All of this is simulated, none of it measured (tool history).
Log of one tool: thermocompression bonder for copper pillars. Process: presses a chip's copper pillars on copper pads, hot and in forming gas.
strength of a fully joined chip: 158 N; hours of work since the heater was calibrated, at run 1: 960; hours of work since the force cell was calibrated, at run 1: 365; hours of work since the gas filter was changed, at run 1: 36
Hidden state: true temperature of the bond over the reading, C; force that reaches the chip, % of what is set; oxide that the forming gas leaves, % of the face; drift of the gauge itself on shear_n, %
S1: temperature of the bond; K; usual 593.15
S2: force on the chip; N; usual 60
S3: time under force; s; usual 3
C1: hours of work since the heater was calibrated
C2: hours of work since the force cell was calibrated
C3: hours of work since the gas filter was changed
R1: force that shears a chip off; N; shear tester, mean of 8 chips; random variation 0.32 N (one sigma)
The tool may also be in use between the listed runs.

run,hour,S1,S2,S3,C1,C2,C3,R1
1,0.0,593.15,60,3,960,365,36,117.9
2,25.7,593.15,60,3,974,379,50,117.9
3,70.1,600.15,60,3,998,403,74,122.9
4,94.5,593.15,60,3,1011,416,87,117.0
5,121.3,593.15,60,3,1026,431,102,117.0
6,166.3,593.15,60,3,1050,455,126,116.7
7,212.6,593.15,60,3,1075,481,151,115.9
8,238.0,593.15,60,3,1089,494,165,117.1
9,288.5,593.15,60,3,1116,522,192,116.3
10,331.2,593.15,60,3,1140,545,216,115.9
11,352.1,593.15,54,3,1151,556,227,109.7
12,403.6,593.15,54,3,1179,584,255,110.1
13,441.9,593.15,54,3,1200,605,276,109.0
14,468.3,585.15,60,3,1214,619,290,109.2
15,513.1,585.15,60,3,1238,644,314,108.4
16,553.6,593.15,36,3,1260,666,336,83.8
17,601.0,593.15,36,3,1286,691,362,83.8
18,624.7,593.15,60,4,1299,704,375,121.6
19,672.7,593.15,41,3,1325,730,401,91.2
# hour 716.2: heater calibrated with a thermocouple chip
20,718.1,593.15,60,3,1,754,425,109.0
21,757.4,582.15,55,8,22,775,446,120.4
# hour 766.3: forming gas filter changed
22,799.4,582.15,55,8,45,798,18,125.3
23,839.2,593.15,51,3,66,819,40,102.6
24,879.1,593.15,54,2,88,841,61,94.6
25,915.7,593.15,54,2,108,861,81,94.7
26,940.7,622.15,62,8,122,874,95,150.4
27,962.0,622.15,51,8,133,886,106,145.0
28,1006.1,584.15,76,8,157,910,130,141.1
29,1045.0,571.15,60,3,178,931,151,92.3
30,1092.6,591.15,51,3,204,957,177,99.8
# hour 1104.7: force cell calibrated
31,1126.1,591.15,51,3,221,12,194,103.8
32,1149.3,591.15,51,3,234,24,207,103.0
33,1182.2,599.15,60,3,252,42,225,119.4
34,1217.0,599.15,60,3,271,61,244,119.9
35,1254.6,591.15,42,5,291,81,264,105.3
36,1305.1,591.15,42,2,319,109,292,79.2
37,1348.9,591.15,74,2,342,133,315,113.0
38,1393.8,610.15,61,7,367,157,340,142.8
39,1441.2,617.15,44,2,392,183,366,102.5
40,1464.2,617.15,44,2,405,195,378,102.3

Forecast each of these 4 alternatives for the next run:
A,1488.7,618.15,38,2,418,208,391,?
B,1488.7,622.15,56,2,418,208,391,?
C,1488.7,617.15,82,2,418,208,391,?
D,1488.7,590.15,40,3,418,208,391,?

run,R1
A,94.3
B,120.3
C,135.8
D,86.2
Without the tool's hidden state the same runs would have given:
run,R1
A,97.2
B,124.1
C,140.3
D,88.6
